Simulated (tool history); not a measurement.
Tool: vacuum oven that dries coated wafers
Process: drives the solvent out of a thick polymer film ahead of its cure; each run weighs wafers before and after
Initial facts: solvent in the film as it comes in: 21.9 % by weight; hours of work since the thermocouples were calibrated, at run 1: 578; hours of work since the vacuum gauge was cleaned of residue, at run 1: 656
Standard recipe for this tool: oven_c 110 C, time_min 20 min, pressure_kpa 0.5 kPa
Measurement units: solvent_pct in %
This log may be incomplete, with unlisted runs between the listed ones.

run    hour  oven_c  time_min  pressure_kpa  hours of work since the thermocouples were calibrated  hours of work since the vacuum gauge was cleaned of residue  solvent_pct
  1       0     110        20           0.5                                                    578                                                          656          2.3
  2    59.4     110        20           0.5                                                    617                                                          695         2.24
  3     156     110        20           0.5                                                    680                                                          758         2.27
  4   229.3     110        20         1.185                                                    728                                                          806         2.53
  5   295.8      98        20           0.5                                                    772                                                          850          6.3
  6   359.6      98        20         1.402                                                    814                                                          892         6.67
  7   421.6     110        20         0.758                                                    854                                                          933         2.36
  8   519.4     120        20           0.5                                                    918                                                          997         0.61
  9   605.3     110        20           0.5                                                    975                                                         1053          2.2
 10   681.1     119        20           0.5                                                   1025                                                         1103         0.73
 11   721.8     119        20           0.5                                                   1051                                                         1130         0.73
 12   795.5     110        20           0.5                                                   1100                                                         1178         2.22
 13   875.7     110        20           0.5                                                   1152                                                         1231          2.2
 14   936.1     110        20           0.5                                                   1192                                                         1270         2.25
 15     995     110        20         0.423                                                   1231                                                         1309         2.17
 16  1066.2     110        20         0.423                                                   1277                                                         1356         2.17
       1095  -- oven's thermocouples calibrated
 17  1109.1     110        20         0.423                                                      9                                                         1382         2.52
 18  1190.4     110        20         0.423                                                     63                                                         1436         2.55
 19  1236.3     110        20         0.986                                                     93                                                         1466         2.76
 20  1310.8     110        20         0.986                                                    142                                                         1515         2.76
 21    1381     110        20         0.986                                                    188                                                         1561         2.77
 22  1441.6     110        20         0.986                                                    227                                                         1601         2.68
 23  1498.4     110        20         0.986                                                    265                                                         1638          2.7
 24  1591.4     110        20         0.986                                                    326                                                         1699         2.71
 25  1638.2     117        20           0.5                                                    356                                                         1730         1.11
 26  1691.9     101        26         0.694                                                    392                                                         1765         4.03
 27    1789     104        16           0.5                                                    455                                                         1829         5.77
 28  1858.6     115        20         1.206                                                    501                                                         1874         1.68
 29  1942.1     115        20         1.206                                                    556                                                         1929         1.67
 30  2040.3     100        23           0.5                                                    620                                                         1993         5.01
 31  2141.3     100        23           0.5                                                    687                                                         2060         4.97
 32  2226.8     100        23           0.5                                                    743                                                         2116         4.98
 33  2302.5     100        20           0.5                                                    792                                                         2165         5.83
 34    2365      95        15         0.445                                                    833                                                         2206         9.56
 35  2430.9     110        30         0.308                                                    877                                                         2250         1.06
 36    2517     110        23         0.883                                                    933                                                         2306         2.07
 37    2578     111        10         0.667                                                    973                                                         2346         6.08
 38  2624.6     111        12         0.864                                                   1004                                                         2377         5.03
 39  2708.3     108        11         0.926                                                   1059                                                         2432         6.68
 40  2767.4     110        24         0.519                                                   1097                                                         2471         1.77
 41  2835.1     103        11           0.5                                                   1142                                                         2515         8.42
     2847.8  -- vacuum gauge cleaned of residue and calibrated
 42  2880.8      97        13           0.5                                                   1171                                                           22         9.46
 43  2951.1      97        13           0.5                                                   1217                                                           68         9.48
 44  3025.6     110        12           0.5                                                   1266                                                          117         5.07
     3071.5  -- oven's thermocouples calibrated
 45  3127.2     110        12           0.5                                                     37                                                          182         5.15
 46    3173     105        10           0.5                                                     67                                                          212         8.21
 47  3251.5     115        10         0.592                                                    118                                                          264         4.61

Some steps in solvent_pct, run to run, broken into two amounts with sign: the step expected even without the hidden condition (settings, incoming material, random variation), and the rest, left for the hidden condition together with whatever gauge scatter is not in both the measured and the hidden-condition-free result:
The hidden state here: true wafer temperature over the reading, C; true pressure over the reading, kPa; drift of the gauge itself on solvent_pct, %.
Run 8 -> 9: oven_c 120 -> 110. solvent_pct +1.59 %: hidden state -0.13, all else +1.72.
Run 16 -> 17: oven's thermocouples calibrated. solvent_pct +0.35 %: hidden state +0.38, all else -0.03.
Run 34 -> 35: oven_c 95 -> 110, time_min 15 -> 30, pressure_kpa 0.445 -> 0.308. solvent_pct -8.5 %: hidden state +0.02, all else -8.52.
Run 39 -> 40: oven_c 108 -> 110, time_min 11 -> 24, pressure_kpa 0.926 -> 0.519. solvent_pct -4.91 %: hidden state +0.08, all else -4.99.
Run 40 -> 41: oven_c 110 -> 103, time_min 24 -> 11, pressure_kpa 0.519 -> 0.5. solvent_pct +6.65 %: hidden state -0.09, all else +6.74.
Run 41 -> 42: oven_c 103 -> 97, time_min 11 -> 13, vacuum gauge cleaned of residue and calibrated. solvent_pct +1.04 %: hidden state -0.17, all else +1.21.
